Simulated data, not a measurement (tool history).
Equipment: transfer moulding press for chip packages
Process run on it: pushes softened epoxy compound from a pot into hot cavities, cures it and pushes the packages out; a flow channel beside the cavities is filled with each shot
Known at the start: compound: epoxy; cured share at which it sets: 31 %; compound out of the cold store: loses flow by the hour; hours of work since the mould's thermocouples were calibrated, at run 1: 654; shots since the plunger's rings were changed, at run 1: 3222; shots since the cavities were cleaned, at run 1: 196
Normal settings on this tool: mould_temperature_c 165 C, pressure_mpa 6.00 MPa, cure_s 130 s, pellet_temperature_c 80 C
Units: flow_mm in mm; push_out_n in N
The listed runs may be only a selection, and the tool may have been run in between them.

run,day,mould_temperature_c,pressure_mpa,cure_s,pellet_temperature_c,hours of work since the mould's thermocouples were calibrated,shots since the plunger's rings were changed,shots since the cavities were cleaned,incoming compound's hours out of the cold store,flow_mm,push_out_n
1,0.000,165,6.00,130,80,654,3222,196,15.0,574,347
# day 1.262: cavities cleaned with cleaning compound and waxed
2,1.262,165,6.00,130,80,672,3477,0,17.4,556,298
3,2.429,165,6.00,130,80,689,3726,249,20.1,544,352
# day 3.600: cavities cleaned with cleaning compound and waxed
4,4.238,165,6.00,130,80,715,4097,135,35.2,499,320
# day 4.629: plunger's sealing rings changed
5,5.483,165,6.00,130,80,731,182,378,30.4,529,385
# day 5.746: mould's thermocouples calibrated
# day 6.050: cavities cleaned with cleaning compound and waxed
6,6.900,165,6.00,130,80,16,453,181,47.4,479,320
7,7.988,165,6.00,130,80,32,685,413,41.7,492,370
# day 8.238: cavities cleaned with cleaning compound and waxed
8,9.342,165,6.00,130,83,51,959,235,40.9,496,334
9,10.288,169,5.36,143,83,65,1161,437,32.0,483,341
# day 10.546: cavities cleaned with cleaning compound and waxed
10,11.204,169,5.36,143,83,78,1343,141,10.5,547,290
# day 12.750: cavities cleaned with cleaning compound and waxed
11,13.371,169,5.36,143,83,109,1791,132,41.3,455,292
# day 14.925: cavities cleaned with cleaning compound and waxed
12,15.462,169,5.36,143,83,139,2223,115,22.0,508,272
13,16.396,171,5.40,143,83,153,2421,313,35.9,465,323
# day 17.125: cavities cleaned with cleaning compound and waxed
14,17.500,165,5.73,130,80,168,2644,81,15.7,551,323
15,19.188,165,5.73,130,80,193,3003,440,12.8,561,404
# day 19.429: cavities cleaned with cleaning compound and waxed
16,20.679,165,5.73,130,80,214,3307,266,45.9,460,349

Below, some changes in flow_mm between adjacent runs. For each, the amount present without the hidden state too (settings, incoming material, random variation) and the amount remaining for the hidden state with gauge scatter not shared by both compared results:
Hidden state present: true mould temperature over the reading, C; pressure that reaches the compound, % of what is set; grip of the stained cavities, % over clean ones'; drift of the gauge itself on flow_mm, %; drift of the gauge itself on push_out_n, %.
Run 4 -> 5: plunger's sealing rings changed. flow_mm +30 mm: hidden state +22, all else +8.
Run 15 -> 16: cavities cleaned with cleaning compound and waxed. flow_mm -101 mm: hidden state +2, all else -103.

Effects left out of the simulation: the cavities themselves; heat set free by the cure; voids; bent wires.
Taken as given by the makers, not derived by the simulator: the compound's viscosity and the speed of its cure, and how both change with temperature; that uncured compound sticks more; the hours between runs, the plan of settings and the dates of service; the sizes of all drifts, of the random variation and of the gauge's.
